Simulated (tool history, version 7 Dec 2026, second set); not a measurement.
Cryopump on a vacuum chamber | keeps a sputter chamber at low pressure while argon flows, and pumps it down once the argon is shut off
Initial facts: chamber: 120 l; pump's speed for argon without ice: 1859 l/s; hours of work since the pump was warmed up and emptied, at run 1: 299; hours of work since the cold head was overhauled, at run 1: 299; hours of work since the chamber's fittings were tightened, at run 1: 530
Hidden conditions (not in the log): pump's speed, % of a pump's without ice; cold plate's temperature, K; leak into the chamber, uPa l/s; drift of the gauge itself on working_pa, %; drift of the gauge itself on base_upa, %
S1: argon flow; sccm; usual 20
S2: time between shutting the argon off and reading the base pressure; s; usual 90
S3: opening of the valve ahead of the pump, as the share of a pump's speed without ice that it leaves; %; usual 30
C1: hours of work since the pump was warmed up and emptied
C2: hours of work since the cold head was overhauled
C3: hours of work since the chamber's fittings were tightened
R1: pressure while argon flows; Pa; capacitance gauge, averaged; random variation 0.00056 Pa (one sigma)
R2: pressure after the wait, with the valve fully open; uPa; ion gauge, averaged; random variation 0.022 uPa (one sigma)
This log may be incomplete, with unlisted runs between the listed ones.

run	hour	S1	S2	S3	C1	C2	C3	R1	R2
1	0	20	90	30	299	299	530	0.0633	0.91
2	18.6	20	90	57	311	311	542	0.0341	0.92
3	50.3	20	45	57	331	331	562	0.0339	1.39
4	87.7	20	45	57	355	355	586	0.0342	1.38
5	113.9	20	90	30	371	371	602	0.0629	0.94
6	139.9	20	52	30	388	388	619	0.0634	1.34
7	175.5	20	52	30	410	410	641	0.0636	1.33
8	206.6	20	52	30	430	430	661	0.0635	1.35
9	226.3	20	52	30	442	442	674	0.0635	1.33
10	252.9	20	52	30	459	459	690	0.0642	1.33
11	283.2	20	52	30	478	478	709	0.0644	1.38
12	313	10	90	30	497	497	728	0.0318	1.08
13	346.8	20	90	30	519	519	750	0.064	1.07
14	367.1	20	90	30	532	532	763	0.0643	1.06
15	402.2	20	90	30	554	554	785	0.0641	1.08
# hour 418.3: pump warmed up, emptied and cooled again
16	440.4	20	90	30	14	575	806	0.0603	1.04
17	477.5	20	90	30	37	598	829	0.0612	0.99
18	515.1	30	138	24	61	622	853	0.1146	0.84
19	553.4	20	264	26	86	646	877	0.0699	0.74
20	572.7	10	289	26	98	659	890	0.0346	0.7
21	597.7	10	289	26	114	674	905	0.0356	0.73
22	633.7	18	145	48	136	697	928	0.0347	0.86
23	670.6	30	289	27	160	721	952	0.1012	0.77
24	702.8	20	22	38	180	741	972	0.0492	2.52
25	741.2	17	48	30	204	765	996	0.0521	1.49
26	762.6	28	65	21	218	779	1010	0.1228	1.34
27	791.3	38	269	46	236	797	1028	0.0784	0.84
28	821.8	20	61	39	255	816	1047	0.0482	1.38
29	857.8	24	61	17	278	839	1070	0.1304	1.39
30	892.5	19	31	17	300	861	1092	0.1027	2.05
31	912.8	24	165	37	313	874	1105	0.0624	1.01
32	940.5	8	73	30	331	891	1122	0.0246	1.31
33	972.5	13	265	34	351	912	1143	0.036	0.91
34	1010.8	15	25	50	375	936	1167	0.0292	2.39

For each entry between runs, how does the tool's hidden state at the last listed run before it compare with that at the first listed run after it?
Logged between run 15 and run 16: pump warmed up, emptied and cooled again (hour 418.3)
  pump's speed, % of a pump's without ice: 83.6 -> 99.6; cold plate's temperature, K: 12.2 -> 12.21; leak into the chamber, uPa l/s: 981 -> 998
  measured value less the no-hidden-state value, R1: +0.0037 -> +0.0001 Pa; R2: +0.47 -> +0.39 uPa
